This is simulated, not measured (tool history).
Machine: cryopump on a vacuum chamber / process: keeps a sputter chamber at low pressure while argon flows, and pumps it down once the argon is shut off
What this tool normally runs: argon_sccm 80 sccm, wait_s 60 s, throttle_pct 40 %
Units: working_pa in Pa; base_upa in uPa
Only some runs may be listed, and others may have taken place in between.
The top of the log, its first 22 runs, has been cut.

run 23 hour=1588.3 | argon_sccm=80 wait_s=187 throttle_pct=38 | working_pa=0.1713 base_upa=0.55
run 24 hour=1682.7 | argon_sccm=80 wait_s=187 throttle_pct=38 | working_pa=0.1730 base_upa=0.57
run 25 hour=1753.7 | argon_sccm=63 wait_s=123 throttle_pct=25 | working_pa=0.2033 base_upa=0.68
run 26 hour=1804.1 | argon_sccm=39 wait_s=80 throttle_pct=27 | working_pa=0.1183 base_upa=0.94
-- hour=1866.0 pump warmed up, emptied and cooled again
run 27 hour=1873.6 | argon_sccm=39 wait_s=80 throttle_pct=27 | working_pa=0.1118 base_upa=0.87
run 28 hour=1923.6 | argon_sccm=80 wait_s=60 throttle_pct=20 | working_pa=0.3119 base_upa=1.05
run 29 hour=1990.3 | argon_sccm=148 wait_s=111 throttle_pct=19 | working_pa=0.6012 base_upa=0.73
run 30 hour=2045.7 | argon_sccm=148 wait_s=63 throttle_pct=19 | working_pa=0.6038 base_upa=1.01
run 31 hour=2105.5 | argon_sccm=160 wait_s=114 throttle_pct=26 | working_pa=0.4817 base_upa=0.76
run 32 hour=2204.0 | argon_sccm=50 wait_s=62 throttle_pct=34 | working_pa=0.1174 base_upa=1.03
run 33 hour=2302.4 | argon_sccm=50 wait_s=62 throttle_pct=34 | working_pa=0.1188 base_upa=1.12
run 34 hour=2403.1 | argon_sccm=61 wait_s=136 throttle_pct=51 | working_pa=0.0993 base_upa=0.75

4 options for the next run, each taken on its own from the tool as it stands now. Forecast them:
run A hour=2466.9 | argon_sccm=123 wait_s=57 throttle_pct=26 | working_pa=? base_upa=?
run B hour=2466.9 | argon_sccm=80 wait_s=60 throttle_pct=19 | working_pa=? base_upa=?
run C hour=2466.9 | argon_sccm=56 wait_s=79 throttle_pct=42 | working_pa=? base_upa=?
run D hour=2466.9 | argon_sccm=87 wait_s=136 throttle_pct=51 | working_pa=? base_upa=?

run=A working_pa=0.3757 base_upa=1.20
run=B working_pa=0.3318 base_upa=1.19
run=C working_pa=0.1105 base_upa=1.00
run=D working_pa=0.1427 base_upa=0.83
With no hidden state in the tool, these same runs would have given:
run=A working_pa=0.3586 base_upa=0.84
run=B working_pa=0.3206 base_upa=0.83
run=C working_pa=0.1026 base_upa=0.64
run=D working_pa=0.1304 base_upa=0.47
